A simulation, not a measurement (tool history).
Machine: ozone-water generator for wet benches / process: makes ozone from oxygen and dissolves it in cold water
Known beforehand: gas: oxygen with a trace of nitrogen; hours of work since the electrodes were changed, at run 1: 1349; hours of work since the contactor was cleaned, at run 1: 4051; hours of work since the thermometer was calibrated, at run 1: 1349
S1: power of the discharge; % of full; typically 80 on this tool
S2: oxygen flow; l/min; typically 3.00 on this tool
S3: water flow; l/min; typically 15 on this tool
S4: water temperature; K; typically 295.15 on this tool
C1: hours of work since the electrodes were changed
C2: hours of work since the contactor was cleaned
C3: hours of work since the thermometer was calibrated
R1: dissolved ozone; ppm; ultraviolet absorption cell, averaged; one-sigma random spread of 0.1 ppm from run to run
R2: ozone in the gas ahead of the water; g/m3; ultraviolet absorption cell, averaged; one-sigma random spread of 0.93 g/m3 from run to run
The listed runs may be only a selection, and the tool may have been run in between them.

run    hour  S1    S2  S3      S4    C1    C2    C3    R1     R2
  1     0.0  80  3.00  15  295.15  1349  4051  1349  10.8  159.3
  2    73.6  80  3.00  15  290.15  1402  4104  1402  11.5  160.8
  3   144.5  80  3.00  15  291.15  1454  4156  1454  11.3  159.0
  4   260.2  80  3.00  10  295.15  1538  4240  1538  14.5  159.5
  5   379.4  80  3.00  10  295.15  1624  4327  1624  14.4  158.9
  6   473.6  80  3.00  10  295.15  1693  4395  1693  14.4  158.1
  7   605.4  80  3.00  10  295.15  1788  4491  1788  14.4  158.7
  8   737.1  80  4.68  15  295.15  1884  4586  1884  11.6  134.8
  9   825.4  80  4.68  15  295.15  1948  4650  1948  11.3  135.9
 10   899.2  80  3.00  15  288.15  2002  4704  2002  11.6  157.4
 11  1040.9  80  3.00  15  288.15  2105  4807  2105  11.7  157.7
 12  1147.5  80  3.00  15  288.15  2182  4884  2182  11.7  157.9
 13  1211.0  80  3.00  15  288.15  2228  4930  2228  11.7  156.4
 14  1339.8  52  3.00  15  295.15  2322  5024  2322   8.2  122.3
 15  1408.0  46  3.00  15  295.15  2371  5074  2371   7.8  114.2
 16  1544.5  46  3.00  15  295.15  2470  5173  2470   7.9  114.0
 17  1686.4  53  3.00  15  295.15  2573  5276  2573   8.5  123.5
 18  1796.8  80  2.31  10  298.15  2653  5356  2653  13.5  171.3
 19  1936.1  80  2.31  10  298.15  2755  5457  2755  13.2  172.6
     2021.3  -- gauge calibrated
 20  2048.8  44  2.91  10  295.15  2837  5539  2837  10.1  115.1
 21  2172.8  44  2.91  10  295.15  2927  5629  2927   9.9  113.3
 22  2247.7  81  3.00  11  295.15  2981  5683  2981  13.5  160.7
 23  2331.7  72  1.68  11  295.15  3042  5744  3042  11.1  182.7
 24  2468.5  72  1.68  11  295.15  3141  5844  3141  11.2  182.8
 25  2551.5  72  1.68  11  295.15  3202  5904  3202  11.2  185.1
 26  2660.6  68  4.51  22  290.15  3281  5983  3281   8.3  123.1
 27  2745.6  93  2.01  16  292.15  3343  6045  3343  10.4  199.8
 28  2809.7  42  3.00  15  288.15  3389  6091  3389   7.9  108.5
 29  2942.9  77  4.53  14  288.15  3486  6188  3486  13.3  132.1
 30  3069.2  77  2.14  14  292.15  3578  6280  3578  10.5  173.4
 31  3170.5  77  2.14  14  292.15  3651  6353  3651  10.4  174.3
 32  3316.1  85  1.51  13  295.15  3757  6459  3757  10.6  207.9
 33  3436.4  85  1.51  13  295.15  3844  6547  3844  10.3  210.1

Some steps in R2, run to run, broken into two amounts with sign: the step expected even without the hidden condition (settings, incoming material, random variation), and the rest, left for the hidden condition together with whatever gauge scatter is not in both the measured and the hidden-condition-free result:
What the log doesn't record here: yield of the discharge, % of new electrodes'; contactor's efficiency, % of a clean one's; true water temperature over the reading, C; drift of the gauge itself on ozone_ppm, %; drift of the gauge itself on gas_g_m3, %.
Run 17 -> 18: S1 53 -> 80, S2 3.00 -> 2.31, S3 15 -> 10, S4 295.15 -> 298.15. R2 +47.8 g/m3: hidden state -1.6, all else +49.4.
Run 19 -> 20: S1 80 -> 44, S2 2.31 -> 2.91, S4 298.15 -> 295.15, gauge calibrated. R2 -57.5 g/m3: hidden state +5.1, all else -62.6.
Run 25 -> 26: S1 72 -> 68, S2 1.68 -> 4.51, S3 11 -> 22, S4 295.15 -> 290.15. R2 -62.0 g/m3: hidden state +0.3, all else -62.3.
Run 26 -> 27: S1 68 -> 93, S2 4.51 -> 2.01, S3 22 -> 16, S4 290.15 -> 292.15. R2 +76.7 g/m3: hidden state -1.0, all else +77.7.
Run 27 -> 28: S1 93 -> 42, S2 2.01 -> 3.00, S3 16 -> 15, S4 292.15 -> 288.15. R2 -91.3 g/m3: hidden state +1.0, all else -92.3.
Run 31 -> 32: S1 77 -> 85, S2 2.14 -> 1.51, S3 14 -> 13, S4 292.15 -> 295.15. R2 +33.6 g/m3: hidden state -1.2, all else +34.8.

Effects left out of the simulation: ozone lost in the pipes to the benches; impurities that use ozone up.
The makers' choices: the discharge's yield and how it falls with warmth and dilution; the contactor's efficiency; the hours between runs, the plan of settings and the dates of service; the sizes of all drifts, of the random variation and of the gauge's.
